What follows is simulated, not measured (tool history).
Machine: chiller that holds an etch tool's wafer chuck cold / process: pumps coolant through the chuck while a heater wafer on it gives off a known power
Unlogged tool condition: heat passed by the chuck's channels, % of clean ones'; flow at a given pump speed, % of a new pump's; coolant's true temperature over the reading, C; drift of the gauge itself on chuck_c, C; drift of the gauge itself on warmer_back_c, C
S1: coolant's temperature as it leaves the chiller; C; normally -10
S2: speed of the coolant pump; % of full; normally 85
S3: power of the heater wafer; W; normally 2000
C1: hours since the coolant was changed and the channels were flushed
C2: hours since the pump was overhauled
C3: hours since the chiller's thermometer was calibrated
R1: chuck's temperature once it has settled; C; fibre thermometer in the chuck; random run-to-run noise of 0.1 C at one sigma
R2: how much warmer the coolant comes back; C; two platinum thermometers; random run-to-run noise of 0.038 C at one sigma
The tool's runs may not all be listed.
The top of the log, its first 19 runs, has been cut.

{"run": 20, "hour": 3129.8, "S1": -10, "S2": 85, "S3": 2053, "C1": 2019, "C2": 2441, "C3": 1139, "R1": 6.2, "R2": 8.18}
{"run": 21, "hour": 3312.4, "S1": -10, "S2": 66, "S3": 2053, "C1": 2202, "C2": 2623, "C3": 1321, "R1": 9.6, "R2": 10.95}
{"run": 22, "hour": 3483.7, "S1": -10, "S2": 66, "S3": 2053, "C1": 2373, "C2": 2795, "C3": 1492, "R1": 9.7, "R2": 10.97}
{"run": 23, "hour": 3618.3, "S1": -10, "S2": 66, "S3": 2053, "C1": 2508, "C2": 2929, "C3": 1627, "R1": 9.6, "R2": 11.02}
{"run": 24, "hour": 3799.9, "S1": -10, "S2": 66, "S3": 2053, "C1": 2689, "C2": 3111, "C3": 1809, "R1": 9.8, "R2": 11.05}
{"run": 25, "hour": 3930.7, "S1": -10, "S2": 66, "S3": 2053, "C1": 2820, "C2": 3242, "C3": 1939, "R1": 10, "R2": 11.03}
{"run": 26, "hour": 4028.0, "S1": -10, "S2": 66, "S3": 2053, "C1": 2917, "C2": 3339, "C3": 2037, "R1": 10, "R2": 11.14}
{"run": 27, "hour": 4230.8, "S1": -10, "S2": 66, "S3": 1421, "C1": 3120, "C2": 3542, "C3": 2240, "R1": 3.7, "R2": 7.71}
{"run": 28, "hour": 4362.6, "S1": -10, "S2": 66, "S3": 1771, "C1": 3252, "C2": 3674, "C3": 2371, "R1": 7.3, "R2": 9.7}
{"run": 29, "hour": 4467.1, "S1": -13, "S2": 74, "S3": 1323, "C1": 3356, "C2": 3778, "C3": 2476, "R1": -1.1, "R2": 6.38}
{"run": 30, "hour": 4678.5, "S1": -7, "S2": 89, "S3": 2324, "C1": 3568, "C2": 3990, "C3": 2687, "R1": 11.3, "R2": 9.16}
{"run": 31, "hour": 4867.8, "S1": -9, "S2": 62, "S3": 2324, "C1": 3757, "C2": 4179, "C3": 2877, "R1": 15.5, "R2": 13.68}

Consider 5 possible next runs. They are alternatives, not a sequence: every one starts from the tool as it was left by run 31. What does each give?
{"run": "A", "hour": 4985.0, "S1": 0, "S2": 84, "S3": 1305, "C1": 3874, "C2": 4296, "C3": 2994, "R1": "?", "R2": "?"}
{"run": "B", "hour": 4985.0, "S1": -1, "S2": 85, "S3": 2000, "C1": 3874, "C2": 4296, "C3": 2994, "R1": "?", "R2": "?"}
{"run": "C", "hour": 4985.0, "S1": -8, "S2": 64, "S3": 1885, "C1": 3874, "C2": 4296, "C3": 2994, "R1": "?", "R2": "?"}
{"run": "D", "hour": 4985.0, "S1": -9, "S2": 86, "S3": 2398, "C1": 3874, "C2": 4296, "C3": 2994, "R1": "?", "R2": "?"}
{"run": "E", "hour": 4985.0, "S1": -3, "S2": 69, "S3": 2061, "C1": 3874, "C2": 4296, "C3": 2994, "R1": "?", "R2": "?"}

run=A R1=10.5 R2=5.56
run=B R1=15.3 R2=8.42
run=C R1=11.2 R2=10.8
run=D R1=10.6 R2=9.9
run=E R1=16.9 R2=10.81
Had the tool no hidden state, the same runs would have come out as:
run=A R1=9.5 R2=5.02
run=B R1=13.4 R2=7.6
run=C R1=8.9 R2=9.74
run=D R1=8.2 R2=8.94
run=E R1=14.4 R2=9.75
